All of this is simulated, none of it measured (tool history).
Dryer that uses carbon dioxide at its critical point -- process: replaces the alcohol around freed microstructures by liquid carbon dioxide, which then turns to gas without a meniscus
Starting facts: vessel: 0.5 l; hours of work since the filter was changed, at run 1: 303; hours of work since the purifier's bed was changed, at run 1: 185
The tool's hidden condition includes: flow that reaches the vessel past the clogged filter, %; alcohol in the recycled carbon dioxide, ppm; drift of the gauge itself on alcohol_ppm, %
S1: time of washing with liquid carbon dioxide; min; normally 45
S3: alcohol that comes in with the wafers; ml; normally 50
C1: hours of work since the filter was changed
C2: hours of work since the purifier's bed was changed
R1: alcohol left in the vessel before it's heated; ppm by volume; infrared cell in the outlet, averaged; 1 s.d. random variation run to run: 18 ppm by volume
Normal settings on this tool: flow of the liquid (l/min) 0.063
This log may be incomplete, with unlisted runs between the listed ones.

Run 1, hour 0: usual settings; C1 303; C2 185. Result: R1 1389 ppm by volume.
Run 2, hour 8: usual settings; C1 307; C2 189. Result: R1 1458 ppm by volume.
Run 3, hour 13.4: usual settings but flow of the liquid (l/min) 0.0603; C1 310; C2 192. Result: R1 1759 ppm by volume.
Run 4, hour 19.6: usual settings but flow of the liquid (l/min) 0.0894; C1 313; C2 195. Result: R1 278 ppm by volume.
Run 5, hour 26: usual settings but S1 32 min; C1 317; C2 199. Result: R1 5035 ppm by volume.
Run 6, hour 34.6: usual settings but S3 37 ml; C1 321; C2 203. Result: R1 1091 ppm by volume.
Run 7, hour 43.8: usual settings but flow of the liquid (l/min) 0.08, S3 30 ml; C1 326; C2 208. Result: R1 309 ppm by volume.
Run 8, hour 48.2: usual settings but flow of the liquid (l/min) 0.08, S3 30 ml; C1 328; C2 210. Result: R1 301 ppm by volume.
Run 9, hour 52.1: usual settings but S1 33 min, S3 105 ml; C1 330; C2 212. Result: R1 9416 ppm by volume.
Run 10, hour 59.5: usual settings but S1 44 min, flow of the liquid (l/min) 0.0948, S3 45 ml; C1 334; C2 216. Result: R1 206 ppm by volume.
Run 11, hour 67.6: usual settings but S1 43 min; C1 338; C2 220. Result: R1 1771 ppm by volume.
Run 12, hour 72.7: usual settings but S1 35 min, flow of the liquid (l/min) 0.0417; C1 341; C2 223. Result: R1 11293 ppm by volume.

Predict each of these 4 candidate next runs independently; none follows another, all start after run 12:
Run A, hour 81.3: usual settings but S1 54 min, flow of the liquid (l/min) 0.0542; C1 345; C2 227. Result: R1 ?.
Run B, hour 81.3: usual settings but S1 35 min, flow of the liquid (l/min) 0.0599, S3 91 ml; C1 345; C2 227. Result: R1 ?.
Run C, hour 81.3: usual settings but flow of the liquid (l/min) 0.045; C1 345; C2 227. Result: R1 ?.
Run D, hour 81.3: usual settings but S1 36 min, flow of the liquid (l/min) 0.0541, S3 53 ml; C1 345; C2 227. Result: R1 ?.

run    R1
  A  1292
  B  8053
  C  4645
  D  5941
With the hidden condition removed and each run's random variation left untouched, the same runs would have given:
run    R1
  A   985
  B  6668
  C  3861
  D  4979

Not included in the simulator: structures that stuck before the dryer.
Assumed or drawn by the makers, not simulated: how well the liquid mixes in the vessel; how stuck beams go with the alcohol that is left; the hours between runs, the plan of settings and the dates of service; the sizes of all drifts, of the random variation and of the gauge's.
